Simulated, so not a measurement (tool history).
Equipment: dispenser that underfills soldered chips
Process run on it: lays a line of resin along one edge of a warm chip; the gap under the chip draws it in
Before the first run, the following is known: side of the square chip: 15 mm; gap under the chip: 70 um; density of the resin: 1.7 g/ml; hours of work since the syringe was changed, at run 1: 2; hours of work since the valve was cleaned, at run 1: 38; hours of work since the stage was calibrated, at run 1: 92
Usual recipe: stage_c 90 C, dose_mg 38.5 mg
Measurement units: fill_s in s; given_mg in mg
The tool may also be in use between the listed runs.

run  hour  stage_c  dose_mg  hours of work since the syringe was changed  hours of work since the valve was cleaned  hours of work since the stage was calibrated  fill_s  given_mg
  1     0       90     38.5                                            2                                         38                                            92    44.5     37.98
  2   3.2       94     38.5                                            4                                         40                                            95    41.5     37.48
  3   5.4       94     38.5                                            6                                         42                                            96    45.5     37.83
      7.1  -- new syringe of resin
  4   8.7       94     38.5                                            1                                         44                                            99    36.9     37.45
  5  12.9       94     38.5                                            4                                         47                                           102    42.3     37.48
  6  16.3       94     38.5                                            7                                         50                                           104      48     37.87
     16.9  -- new syringe of resin
  7  19.8       90       35                                            2                                         52                                           107    47.1     33.89
       22  -- dispensing valve cleaned and set on the balance
  8  23.5       90     34.2                                            4                                          1                                           109    50.4     34.12
     27.9  -- new syringe of resin
  9  27.9       90     34.2                                            0                                          4                                           112    41.5     34.27
 10  32.1       90     47.5                                            3                                          7                                           115      46     47.98
 11  36.1       90     47.5                                            6                                         10                                           118    51.2     47.53
     37.8  -- new syringe of resin
 12  38.9       77     37.2                                            1                                         12                                           120    77.7     37.09
 13  43.4      103     33.3                                            4                                         16                                           124    29.1     33.12
 14  45.7      104     35.1                                            6                                         17                                           125    28.3        35
     47.7  -- new syringe of resin
 15  48.7      104     35.1                                            1                                         20                                           127      23     34.82
 16  52.6       76     38.9                                            4                                         22                                           130    93.1     38.38
 17  56.5       76     38.9                                            7                                         25                                           133   107.4     38.57
     57.5  -- new syringe of resin
 18  60.5       76     38.9                                            2                                         28                                           136    88.3     38.55
 19  62.5       90     49.6                                            4                                         30                                           137    46.9     48.81
 20  64.6       90     35.8                                            5                                         31                                           139    52.7     35.01
     67.3  -- new syringe of resin
 21  68.5       90     35.8                                            1                                         34                                           142    44.2      35.2
 22  72.9      104     37.9                                            4                                         37                                           145    26.9     37.26

Branching from run 22: 4 alternative next runs. What would each branch give?
  A  76.3       91     43.5                                            7                                         40                                           148       ?         ?
  B  76.3      102       47                                            7                                         40                                           148       ?         ?
  C  76.3      105     43.6                                            7                                         40                                           148       ?         ?
  D  76.3       96     37.9                                            7                                         40                                           148       ?         ?

run  fill_s  given_mg
  A    52.4     43.11
  B    31.6     46.18
  C    28.4     42.95
  D    41.9     36.97
Take away the tool's hidden state, keep each run's random variation, and the runs would have read:
run  fill_s  given_mg
  A    37.2     43.91
  B    22.4     47.04
  C    20.3     43.75
  D    29.6     37.65
